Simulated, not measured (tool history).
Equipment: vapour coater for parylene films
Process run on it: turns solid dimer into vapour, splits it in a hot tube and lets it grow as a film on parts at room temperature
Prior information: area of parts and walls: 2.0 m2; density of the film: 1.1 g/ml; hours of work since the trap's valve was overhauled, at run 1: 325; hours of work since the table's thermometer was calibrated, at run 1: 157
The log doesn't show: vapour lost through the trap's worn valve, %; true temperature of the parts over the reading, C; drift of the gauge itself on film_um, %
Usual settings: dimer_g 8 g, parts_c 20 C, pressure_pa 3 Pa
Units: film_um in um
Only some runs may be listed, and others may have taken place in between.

run,hour,dimer_g,parts_c,pressure_pa,hours of work since the trap's valve was overhauled,hours of work since the table's thermometer was calibrated,film_um
1,0,8,20,3,325,157,2.43
2,15.8,8,20,3,334,167,2.45
3,42.8,8,19,3,350,182,2.51
4,56.4,8,19,3,358,190,2.49
5,75.5,8,19,3,369,202,2.51
6,97.1,8,19,3,382,214,2.5
7,119.2,8,19,3,395,227,2.5
8,135.1,8,20,3,404,237,2.4
9,152.8,8,20,3,415,247,2.44
10,176.8,8,20,3,429,261,2.39
11,191.7,8,20,3,438,270,2.4
12,217.1,7,20,3,452,285,2.08
13,239.6,8,20,6.16,466,298,2.12
14,255.8,5,20,3,475,308,1.48
15,279.7,5,20,2.43,489,322,1.52
16,299.2,5,20,2.43,501,333,1.55
17,320,5,20,2.43,513,345,1.52
18,332.4,5,20,2.43,520,353,1.51
19,348.3,8,20,3,530,362,2.4
20,371.9,8,20,3,543,376,2.36
21,395.3,8,20,3,557,390,2.33
22,415.9,8,20,3,569,402,2.37
23,432.2,8,20,3,579,411,2.37
24,445.8,8,20,3,587,419,2.33
25,462.8,12,20,3.23,597,429,3.47
26,476.4,12,20,3.38,605,437,3.41
27,499.2,12,20,3.38,618,451,3.4
28,517,6,27,9.25,629,461,1.13
# hour 529.7: trap's valve overhauled
29,535.7,6,27,9.25,4,470,1.07
30,549.4,8,20,2.38,12,478,2.36
31,568.5,8,20,2.38,23,489,2.33
32,589.2,8,17,3.09,35,501,2.49
33,607.6,8,15,2.38,46,512,2.83
34,627.4,8,15,2.38,57,524,2.81
# hour 642.1: trap's valve overhauled, once more
35,655.9,3,13,3,8,538,1.27
36,682.9,3,13,3,24,554,1.24
37,696.6,4,29,4.26,32,562,0.87
38,723.3,4,29,4.26,48,578,0.89
39,750.9,4,29,4.26,64,594,0.86
40,773.1,4,29,4.26,77,607,0.9
41,798.8,4,24,2.35,92,622,1.15
42,821.6,8,18,6.32,106,636,2.44
43,843,8,18,6.32,118,648,2.45
44,870.4,8,22,6.32,134,664,2.07
45,893.3,8,22,6.32,148,678,2.12
46,912.4,6,30,5.94,159,689,1.17
47,930.8,6,30,5.94,170,700,1.19

Predict each of these 3 candidate next runs independently; none follows another, all start after run 47:
A,952.3,6,30,2.01,182,712,?
B,952.3,8,18,3,182,712,?
C,952.3,6,15,11.85,182,712,?

run,film_um
A,1.4
B,2.73
C,1.82
Take away the tool's hidden state, keep each run's random variation, and the runs would have read:
run,film_um
A,1.41
B,2.75
C,1.83
